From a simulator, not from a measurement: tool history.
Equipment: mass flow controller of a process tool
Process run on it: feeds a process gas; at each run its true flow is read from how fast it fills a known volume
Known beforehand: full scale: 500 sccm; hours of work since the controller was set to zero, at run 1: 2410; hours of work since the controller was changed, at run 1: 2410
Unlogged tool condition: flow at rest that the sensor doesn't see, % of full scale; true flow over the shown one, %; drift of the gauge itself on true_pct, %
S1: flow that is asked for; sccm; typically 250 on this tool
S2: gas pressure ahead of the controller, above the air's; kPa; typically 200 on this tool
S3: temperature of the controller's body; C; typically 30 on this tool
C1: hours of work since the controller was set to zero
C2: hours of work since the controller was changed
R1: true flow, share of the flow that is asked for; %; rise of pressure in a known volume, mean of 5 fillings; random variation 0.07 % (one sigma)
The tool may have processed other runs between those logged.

run	hour	S1	S2	S3	C1	C2	R1
1	0.0	250	200	30	2410	2410	98.58
2	113.5	250	221	30	2461	2461	98.73
3	257.9	250	200	30	2526	2526	98.54
4	404.4	79	200	30	2592	2592	98.98
5	582.3	79	200	30	2672	2672	98.95
6	689.4	79	200	22	2721	2721	99.41
7	870.0	286	200	30	2802	2802	98.58
8	1045.3	250	200	30	2881	2881	98.50
9	1169.4	250	200	32	2937	2937	98.46
# hour 1181.2: controller's zero set anew
10	1311.0	250	200	32	58	3000	98.52
11	1434.3	250	200	32	114	3056	98.47
12	1569.5	250	200	30	175	3116	98.54
13	1646.9	250	200	30	210	3151	98.64
14	1734.4	250	200	30	249	3191	98.72
# hour 1751.3: controller's zero set anew, once more
15	1874.1	250	200	30	55	3253	97.92
16	2035.6	250	200	30	128	3326	97.95
17	2220.5	250	200	30	211	3409	97.95
18	2300.4	65	186	39	247	3445	97.21
19	2469.7	65	186	39	323	3521	97.19
20	2633.0	166	220	36	397	3595	97.54
21	2812.0	166	220	36	477	3675	97.40
22	2928.4	68	200	31	530	3728	97.61
23	3016.7	250	227	30	569	3768	98.06
24	3092.2	79	177	32	603	3802	97.52
25	3178.2	83	200	30	642	3840	97.55
26	3267.2	250	189	23	682	3880	98.12
27	3390.8	76	272	39	738	3936	97.29
28	3486.1	76	272	39	781	3979	97.38
29	3658.8	473	183	30	858	4056	98.44
30	3796.6	473	183	33	920	4119	98.34
31	3942.0	210	259	30	986	4184	97.80
32	4068.2	250	200	26	1043	4241	97.97
33	4213.0	250	277	30	1108	4306	97.95
34	4304.6	250	179	31	1149	4347	97.72

3 options for the next run, each taken on its own from the tool as it stands now. Forecast them:
A	4446.7	426	188	29	1213	4411	?
B	4446.7	59	179	29	1213	4411	?
C	4446.7	315	242	25	1213	4411	?

run	R1
A	98.12
B	97.79
C	98.27
The same runs, with their run-to-run variation unchanged, on a tool lacking any hidden condition would have given:
run	R1
A	99.41
B	98.27
C	99.51
